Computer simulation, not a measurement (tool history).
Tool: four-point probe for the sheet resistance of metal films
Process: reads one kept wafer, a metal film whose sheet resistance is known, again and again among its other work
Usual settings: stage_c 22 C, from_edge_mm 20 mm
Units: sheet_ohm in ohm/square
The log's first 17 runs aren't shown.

| run | hour | stage_c | from_edge_mm | touches since the probe head was changed | hours of work since the stage's thermometer was calibrated | sheet_ohm |
|---|---|---|---|---|---|---|
| 18 | 179.1 | 24 | 10 | 12070 | 20 | 9.731126 |
| 19 | 190.1 | 24 | 10 | 12491 | 27 | 9.729757 |
| 20 | 196.9 | 24 | 10 | 12750 | 31 | 9.728497 |
| 21 | 206.0 | 24 | 10 | 13094 | 36 | 9.728371 |
| 22 | 218.6 | 24 | 10 | 13575 | 44 | 9.728123 |
| 23 | 226.7 | 26 | 6 | 13885 | 49 | 9.734199 |
| 24 | 239.9 | 25 | 6 | 14388 | 57 | 9.743309 |
| 25 | 254.6 | 25 | 6 | 14948 | 66 | 9.745748 |
| 26 | 268.8 | 30 | 27 | 15489 | 74 | 9.672976 |
| 27 | 282.7 | 20 | 54 | 16017 | 82 | 9.748445 |
| 28 | 290.5 | 27 | 9 | 16316 | 87 | 9.708763 |
| 29 | 303.7 | 27 | 38 | 16819 | 95 | 9.696285 |
| 30 | 310.2 | 27 | 5 | 17066 | 99 | 9.744112 |

Forecast each of these 5 alternatives for the next run:
| A | 319.8 | 19 | 3 | 17433 | 105 | ? |
| B | 319.8 | 19 | 3 | 17433 | 105 | ? |
| C | 319.8 | 21 | 26 | 17433 | 105 | ? |
| D | 319.8 | 26 | 60 | 17433 | 105 | ? |
| E | 319.8 | 32 | 20 | 17433 | 105 | ? |

| run | sheet_ohm |
|---|---|
| A | 9.898488 |
| B | 9.899868 |
| C | 9.743223 |
| D | 9.702091 |
| E | 9.661591 |
Without the tool's hidden state the same runs would have given:
| run | sheet_ohm |
|---|---|
| A | 9.868124 |
| B | 9.869500 |
| C | 9.713301 |
| D | 9.672295 |
| E | 9.631919 |
